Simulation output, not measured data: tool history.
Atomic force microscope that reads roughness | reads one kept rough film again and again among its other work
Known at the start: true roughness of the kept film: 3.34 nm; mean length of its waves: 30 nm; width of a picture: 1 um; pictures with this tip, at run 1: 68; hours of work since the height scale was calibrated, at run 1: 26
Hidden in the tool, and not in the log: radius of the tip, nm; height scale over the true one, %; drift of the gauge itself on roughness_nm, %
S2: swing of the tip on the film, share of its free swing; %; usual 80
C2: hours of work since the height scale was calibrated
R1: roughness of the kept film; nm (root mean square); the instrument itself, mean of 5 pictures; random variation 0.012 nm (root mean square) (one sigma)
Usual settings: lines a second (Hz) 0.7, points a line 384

run 1 hour=0 | lines_a_second_(Hz)=0.7 S2=80 points_a_line=384 | pictures_with_this_tip=68 C2=26 | R1=2.477
run 2 hour=12.4 | lines_a_second_(Hz)=0.7 S2=80 points_a_line=384 | pictures_with_this_tip=82 C2=31 | R1=2.436
run 3 hour=22.3 | lines_a_second_(Hz)=3.235 S2=80 points_a_line=384 | pictures_with_this_tip=94 C2=35 | R1=2.09
run 4 hour=29.7 | lines_a_second_(Hz)=0.7 S2=80 points_a_line=384 | pictures_with_this_tip=102 C2=39 | R1=2.37
run 5 hour=42 | lines_a_second_(Hz)=0.7 S2=80 points_a_line=384 | pictures_with_this_tip=116 C2=44 | R1=2.305
run 6 hour=49.9 | lines_a_second_(Hz)=0.7 S2=80 points_a_line=384 | pictures_with_this_tip=125 C2=47 | R1=2.294
run 7 hour=58 | lines_a_second_(Hz)=0.7 S2=80 points_a_line=384 | pictures_with_this_tip=135 C2=51 | R1=2.264
run 8 hour=69.3 | lines_a_second_(Hz)=0.7 S2=80 points_a_line=384 | pictures_with_this_tip=148 C2=56 | R1=2.21
run 9 hour=83.4 | lines_a_second_(Hz)=0.7 S2=80 points_a_line=384 | pictures_with_this_tip=164 C2=62 | R1=2.162
run 10 hour=90.3 | lines_a_second_(Hz)=0.7 S2=76 points_a_line=384 | pictures_with_this_tip=172 C2=65 | R1=2.157
run 11 hour=106 | lines_a_second_(Hz)=3.31 S2=80 points_a_line=384 | pictures_with_this_tip=190 C2=72 | R1=1.849
run 12 hour=115.9 | lines_a_second_(Hz)=3.31 S2=80 points_a_line=384 | pictures_with_this_tip=201 C2=76 | R1=1.806
-- hour=120.3 new tip fitted
run 13 hour=128.7 | lines_a_second_(Hz)=0.939 S2=80 points_a_line=384 | pictures_with_this_tip=9 C2=81 | R1=2.681
run 14 hour=145.1 | lines_a_second_(Hz)=0.939 S2=80 points_a_line=384 | pictures_with_this_tip=28 C2=89 | R1=2.617
run 15 hour=156.1 | lines_a_second_(Hz)=0.939 S2=80 points_a_line=384 | pictures_with_this_tip=41 C2=93 | R1=2.572
run 16 hour=168.1 | lines_a_second_(Hz)=0.939 S2=80 points_a_line=384 | pictures_with_this_tip=55 C2=98 | R1=2.52
run 17 hour=180.1 | lines_a_second_(Hz)=0.7 S2=80 points_a_line=384 | pictures_with_this_tip=68 C2=104 | R1=2.491
run 18 hour=194.1 | lines_a_second_(Hz)=0.7 S2=80 points_a_line=384 | pictures_with_this_tip=84 C2=110 | R1=2.453
run 19 hour=206.3 | lines_a_second_(Hz)=2.097 S2=80 points_a_line=384 | pictures_with_this_tip=99 C2=115 | R1=2.215
run 20 hour=218.3 | lines_a_second_(Hz)=1.161 S2=80 points_a_line=384 | pictures_with_this_tip=112 C2=120 | R1=2.291
run 21 hour=229.8 | lines_a_second_(Hz)=1.161 S2=80 points_a_line=384 | pictures_with_this_tip=125 C2=125 | R1=2.247
run 22 hour=245.9 | lines_a_second_(Hz)=1.161 S2=80 points_a_line=384 | pictures_with_this_tip=144 C2=132 | R1=2.179
run 23 hour=261.3 | lines_a_second_(Hz)=3.61 S2=84 points_a_line=291 | pictures_with_this_tip=162 C2=139 | R1=1.8
run 24 hour=269.3 | lines_a_second_(Hz)=3.61 S2=84 points_a_line=291 | pictures_with_this_tip=171 C2=142 | R1=1.774
run 25 hour=286 | lines_a_second_(Hz)=3.61 S2=84 points_a_line=291 | pictures_with_this_tip=190 C2=150 | R1=1.739
run 26 hour=295.4 | lines_a_second_(Hz)=1.449 S2=72 points_a_line=590 | pictures_with_this_tip=201 C2=154 | R1=2.054
-- hour=299.4 new tip fitted
run 27 hour=306.2 | lines_a_second_(Hz)=0.643 S2=69 points_a_line=384 | pictures_with_this_tip=8 C2=158 | R1=2.765
run 28 hour=318.2 | lines_a_second_(Hz)=0.643 S2=69 points_a_line=384 | pictures_with_this_tip=22 C2=163 | R1=2.699
run 29 hour=330.3 | lines_a_second_(Hz)=0.7 S2=58 points_a_line=874 | pictures_with_this_tip=35 C2=169 | R1=2.665
-- hour=332.9 height scale calibrated on a step standard
run 30 hour=343.9 | lines_a_second_(Hz)=0.7 S2=62 points_a_line=355 | pictures_with_this_tip=50 C2=5 | R1=2.591
run 31 hour=357.5 | lines_a_second_(Hz)=0.587 S2=80 points_a_line=384 | pictures_with_this_tip=66 C2=11 | R1=2.48
run 32 hour=372.9 | lines_a_second_(Hz)=0.7 S2=76 points_a_line=807 | pictures_with_this_tip=83 C2=17 | R1=2.434
run 33 hour=380.5 | lines_a_second_(Hz)=0.7 S2=76 points_a_line=807 | pictures_with_this_tip=92 C2=21 | R1=2.424
run 34 hour=387.8 | lines_a_second_(Hz)=0.7 S2=71 points_a_line=550 | pictures_with_this_tip=100 C2=24 | R1=2.388
run 35 hour=395.2 | lines_a_second_(Hz)=1.233 S2=70 points_a_line=550 | pictures_with_this_tip=109 C2=27 | R1=2.336
run 36 hour=407.3 | lines_a_second_(Hz)=0.564 S2=80 points_a_line=375 | pictures_with_this_tip=123 C2=32 | R1=2.288
run 37 hour=421.1 | lines_a_second_(Hz)=0.564 S2=80 points_a_line=375 | pictures_with_this_tip=139 C2=38 | R1=2.237
-- hour=425.3 height scale calibrated on a step standard, once more
run 38 hour=433.9 | lines_a_second_(Hz)=0.7 S2=57 points_a_line=496 | pictures_with_this_tip=152 C2=4 | R1=2.277
run 39 hour=445.8 | lines_a_second_(Hz)=0.7 S2=80 points_a_line=835 | pictures_with_this_tip=166 C2=9 | R1=2.179
run 40 hour=453 | lines_a_second_(Hz)=0.7 S2=66 points_a_line=285 | pictures_with_this_tip=174 C2=12 | R1=2.181
run 41 hour=461.6 | lines_a_second_(Hz)=1.131 S2=64 points_a_line=384 | pictures_with_this_tip=184 C2=16 | R1=2.147

Hidden state at the last listed run before each entry between runs and at the first one after, where it differs:
Between runs 12 and 13: new tip fitted (hour 120.3)
  radius of the tip, nm: 36.5 -> 11.4
  measured less the result without the state, R1: -0.617 -> -0.053 nm (root mean square)
Between runs 26 and 27: new tip fitted (hour 299.4)
  radius of the tip, nm: 35.9 -> 11.9; height scale over the true one, %: -0.26 -> -0.27
  measured less the result without the state, R1: -0.688 -> -0.076 nm (root mean square)
Between runs 29 and 30: height scale calibrated on a step standard (hour 332.9)
  radius of the tip, nm: 15.4 -> 17.4; height scale over the true one, %: -0.28 -> -0.47
  measured less the result without the state, R1: -0.193 -> -0.259 nm (root mean square)
Between runs 37 and 38: height scale calibrated on a step standard, once more (hour 425.3)
  radius of the tip, nm: 28.9 -> 30.3; height scale over the true one, %: -0.5 -> -0.19
  measured less the result without the state, R1: -0.555 -> -0.595 nm (root mean square)

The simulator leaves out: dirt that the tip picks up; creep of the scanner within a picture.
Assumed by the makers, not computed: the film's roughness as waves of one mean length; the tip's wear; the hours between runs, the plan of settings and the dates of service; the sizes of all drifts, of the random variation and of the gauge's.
